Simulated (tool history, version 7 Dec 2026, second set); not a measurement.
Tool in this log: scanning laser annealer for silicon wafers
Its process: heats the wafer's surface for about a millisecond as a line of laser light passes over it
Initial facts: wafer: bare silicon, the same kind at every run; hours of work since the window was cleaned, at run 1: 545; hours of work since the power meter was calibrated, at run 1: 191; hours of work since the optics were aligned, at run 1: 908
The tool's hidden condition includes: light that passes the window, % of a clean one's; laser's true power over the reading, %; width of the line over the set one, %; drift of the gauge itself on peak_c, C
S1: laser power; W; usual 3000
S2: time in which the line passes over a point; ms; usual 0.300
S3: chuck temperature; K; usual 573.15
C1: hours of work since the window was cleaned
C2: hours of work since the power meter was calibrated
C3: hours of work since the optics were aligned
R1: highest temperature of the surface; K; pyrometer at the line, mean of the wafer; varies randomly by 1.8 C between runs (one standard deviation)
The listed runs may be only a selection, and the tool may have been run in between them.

run 1 hour=0.0 | S1=3000 S2=0.300 S3=573.15 | C1=545 C2=191 C3=908 | R1=1265.15
run 2 hour=40.6 | S1=2766 S2=0.300 S3=573.15 | C1=564 C2=210 C3=927 | R1=1200.15
run 3 hour=64.5 | S1=3000 S2=0.300 S3=573.15 | C1=575 C2=221 C3=938 | R1=1267.15
run 4 hour=106.3 | S1=3000 S2=0.300 S3=573.15 | C1=594 C2=240 C3=958 | R1=1262.15
run 5 hour=149.7 | S1=3000 S2=0.300 S3=573.15 | C1=615 C2=261 C3=978 | R1=1257.15
run 6 hour=184.7 | S1=3000 S2=0.300 S3=573.15 | C1=631 C2=277 C3=994 | R1=1259.15
run 7 hour=210.0 | S1=3000 S2=0.300 S3=573.15 | C1=643 C2=289 C3=1006 | R1=1259.15
run 8 hour=242.2 | S1=3000 S2=0.300 S3=573.15 | C1=658 C2=304 C3=1021 | R1=1256.15
run 9 hour=262.2 | S1=3000 S2=0.300 S3=573.15 | C1=667 C2=313 C3=1031 | R1=1257.15
run 10 hour=289.9 | S1=3000 S2=0.300 S3=573.15 | C1=680 C2=326 C3=1044 | R1=1254.15
run 11 hour=321.0 | S1=3000 S2=0.300 S3=573.15 | C1=695 C2=341 C3=1058 | R1=1254.15
-- hour=335.0 window over the wafer cleaned
run 12 hour=363.4 | S1=3000 S2=0.300 S3=573.15 | C1=13 C2=360 C3=1077 | R1=1241.15
run 13 hour=400.1 | S1=3000 S2=0.300 S3=573.15 | C1=30 C2=377 C3=1094 | R1=1240.15
-- hour=421.9 window over the wafer cleaned, once more
run 14 hour=435.1 | S1=3000 S2=0.300 S3=573.15 | C1=6 C2=393 C3=1110 | R1=1301.15
run 15 hour=453.3 | S1=3000 S2=0.300 S3=573.15 | C1=15 C2=401 C3=1118 | R1=1297.15
run 16 hour=473.8 | S1=3000 S2=0.300 S3=573.15 | C1=24 C2=411 C3=1128 | R1=1298.15
run 17 hour=509.6 | S1=2694 S2=0.300 S3=573.15 | C1=41 C2=427 C3=1145 | R1=1211.15
run 18 hour=533.9 | S1=2694 S2=0.300 S3=569.15 | C1=52 C2=439 C3=1156 | R1=1205.15
run 19 hour=554.3 | S1=3126 S2=0.326 S3=554.15 | C1=62 C2=448 C3=1166 | R1=1347.15
run 20 hour=593.0 | S1=3126 S2=0.326 S3=554.15 | C1=80 C2=467 C3=1184 | R1=1342.15
run 21 hour=620.7 | S1=3126 S2=0.326 S3=554.15 | C1=93 C2=480 C3=1197 | R1=1341.15
run 22 hour=642.2 | S1=3126 S2=0.326 S3=554.15 | C1=103 C2=490 C3=1207 | R1=1341.15
run 23 hour=678.5 | S1=2555 S2=0.261 S3=585.15 | C1=120 C2=507 C3=1224 | R1=1135.15
run 24 hour=718.5 | S1=2613 S2=0.345 S3=577.15 | C1=139 C2=525 C3=1243 | R1=1234.15
run 25 hour=748.6 | S1=3010 S2=0.345 S3=569.15 | C1=153 C2=539 C3=1257 | R1=1337.15
run 26 hour=783.9 | S1=2961 S2=0.347 S3=559.15 | C1=170 C2=556 C3=1273 | R1=1320.15
run 27 hour=816.4 | S1=2961 S2=0.347 S3=559.15 | C1=185 C2=571 C3=1289 | R1=1315.15
run 28 hour=846.5 | S1=2739 S2=0.214 S3=574.15 | C1=199 C2=585 C3=1303 | R1=1105.15
run 29 hour=872.6 | S1=2739 S2=0.214 S3=574.15 | C1=211 C2=598 C3=1315 | R1=1105.15
run 30 hour=913.7 | S1=2739 S2=0.214 S3=574.15 | C1=230 C2=617 C3=1334 | R1=1105.15
run 31 hour=942.4 | S1=2990 S2=0.230 S3=553.15 | C1=244 C2=630 C3=1348 | R1=1162.15
-- hour=959.4 optics aligned, line set to its width
run 32 hour=975.9 | S1=2990 S2=0.230 S3=553.15 | C1=257 C2=644 C3=8 | R1=1180.15
run 33 hour=995.6 | S1=3042 S2=0.300 S3=596.15 | C1=266 C2=653 C3=17 | R1=1333.15
run 34 hour=1026.6 | S1=2885 S2=0.230 S3=590.15 | C1=281 C2=667 C3=31 | R1=1190.15
run 35 hour=1052.1 | S1=3171 S2=0.217 S3=573.15 | C1=293 C2=679 C3=43 | R1=1223.15
run 36 hour=1076.8 | S1=2563 S2=0.342 S3=595.15 | C1=304 C2=691 C3=55 | R1=1239.15

A few steps of R1 between consecutive runs. Split each: what settings, incoming material and random variation would produce without the hidden state, and what is left over for the hidden state, along with gauge scatter present in only one of the two compared results (measured, and without hidden state):
Run 11 -> 12: window over the wafer cleaned. R1 -13.00 K: hidden state -12.00, all else -1.00.
Run 13 -> 14: window over the wafer cleaned, once more. R1 +61.00 K: hidden state +59.00, all else +2.00.
Run 22 -> 23: S1 3126 -> 2555, S2 0.326 -> 0.261, S3 554.15 -> 585.15. R1 -206.00 K: hidden state +8.00, all else -214.00.
Run 27 -> 28: S1 2961 -> 2739, S2 0.347 -> 0.214, S3 559.15 -> 574.15. R1 -210.00 K: hidden state +10.00, all else -220.00.
Run 31 -> 32: optics aligned, line set to its width. R1 +18.00 K: hidden state +16.00, all else +2.00.
Run 32 -> 33: S1 2990 -> 3042, S2 0.230 -> 0.300, S3 553.15 -> 596.15. R1 +153.00 K: hidden state -4.00, all else +157.00.
